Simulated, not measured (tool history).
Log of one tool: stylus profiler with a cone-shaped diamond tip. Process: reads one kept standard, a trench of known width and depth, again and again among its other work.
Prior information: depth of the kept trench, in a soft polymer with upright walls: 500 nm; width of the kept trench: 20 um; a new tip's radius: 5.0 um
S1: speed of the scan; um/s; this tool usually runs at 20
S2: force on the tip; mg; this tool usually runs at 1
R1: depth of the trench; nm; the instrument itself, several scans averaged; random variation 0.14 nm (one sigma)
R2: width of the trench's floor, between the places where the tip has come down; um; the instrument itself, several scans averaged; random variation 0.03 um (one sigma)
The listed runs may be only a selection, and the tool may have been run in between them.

run 1 day=0 | S1=20 S2=1 | R1=501.59 R2=15.45
run 2 day=1.688 | S1=20 S2=1.11 | R1=501.72 R2=15.47
run 3 day=3.971 | S1=20 S2=1.11 | R1=501.91 R2=15.43
run 4 day=6.812 | S1=20 S2=1.11 | R1=501.66 R2=15.46
run 5 day=10.192 | S1=20 S2=2.52 | R1=502.93 R2=15.49
run 6 day=13.5 | S1=20 S2=1 | R1=501.7 R2=15.41
run 7 day=15.975 | S1=33 S2=1 | R1=501.64 R2=15.32
run 8 day=18.412 | S1=20 S2=1 | R1=501.72 R2=15.44
run 9 day=21.638 | S1=46 S2=1 | R1=501.76 R2=15.22
-- day=21.962 new tip fitted, height scale calibrated
run 10 day=23.675 | S1=46 S2=1 | R1=501.67 R2=15.23
run 11 day=25.646 | S1=46 S2=1.51 | R1=502.08 R2=15.28
run 12 day=29.329 | S1=46 S2=1.51 | R1=501.98 R2=15.31
run 13 day=32.55 | S1=46 S2=1.51 | R1=501.89 R2=15.3
run 14 day=35.879 | S1=46 S2=1.51 | R1=502.11 R2=15.3
run 15 day=39.238 | S1=46 S2=1.51 | R1=502.01 R2=15.36
run 16 day=42.475 | S1=46 S2=1.51 | R1=502.02 R2=15.29
run 17 day=46.2 | S1=20 S2=1 | R1=501.54 R2=15.41
run 18 day=48.558 | S1=20 S2=1 | R1=501.64 R2=15.42
run 19 day=51.308 | S1=20 S2=1 | R1=501.72 R2=15.44
run 20 day=54.896 | S1=47 S2=0.35 | R1=500.54 R2=14.97
run 21 day=58.467 | S1=34 S2=2.97 | R1=503.22 R2=15.46
run 22 day=61.471 | S1=34 S2=2.97 | R1=503.29 R2=15.47
run 23 day=64.312 | S1=22 S2=1 | R1=501.85 R2=15.4
-- day=66.488 new tip fitted, height scale calibrated
run 24 day=67.679 | S1=20 S2=1.7 | R1=502.41 R2=15.5
run 25 day=69.438 | S1=20 S2=1.7 | R1=502.46 R2=15.5
run 26 day=71.604 | S1=9 S2=0.49 | R1=500.75 R2=15.5
run 27 day=75.179 | S1=34 S2=0.35 | R1=500.6 R2=15.15
run 28 day=78.204 | S1=15 S2=2.88 | R1=503.01 R2=15.57
run 29 day=80.508 | S1=15 S2=2.88 | R1=503.27 R2=15.55
run 30 day=82.358 | S1=40 S2=0.86 | R1=501.41 R2=15.22
run 31 day=85.667 | S1=40 S2=0.86 | R1=501.38 R2=15.22
run 32 day=88.312 | S1=40 S2=0.86 | R1=501.55 R2=15.28
run 33 day=90.783 | S1=66 S2=0.8 | R1=501.3 R2=15
run 34 day=93.512 | S1=66 S2=0.8 | R1=501.28 R2=15.06
run 35 day=95.625 | S1=66 S2=0.8 | R1=501.15 R2=15.04

Branching from run 35: 5 alternative next runs. What would each branch give?
run A day=99.138 | S1=18 S2=0.8 | R1=? R2=?
run B day=99.138 | S1=28 S2=2.22 | R1=? R2=?
run C day=99.138 | S1=66 S2=2.5 | R1=? R2=?
run D day=99.138 | S1=57 S2=0.88 | R1=? R2=?
run E day=99.138 | S1=66 S2=0.6 | R1=? R2=?

run=A R1=501.42 R2=15.44
run=B R1=502.6 R2=15.46
run=C R1=503.14 R2=15.28
run=D R1=501.54 R2=15.07
run=E R1=501.03 R2=14.85
Had the tool no hidden state, the same runs would have come out as:
run=A R1=501.41 R2=15.46
run=B R1=502.6 R2=15.48
run=C R1=503.14 R2=15.3
run=D R1=501.54 R2=15.08
run=E R1=501.02 R2=14.87
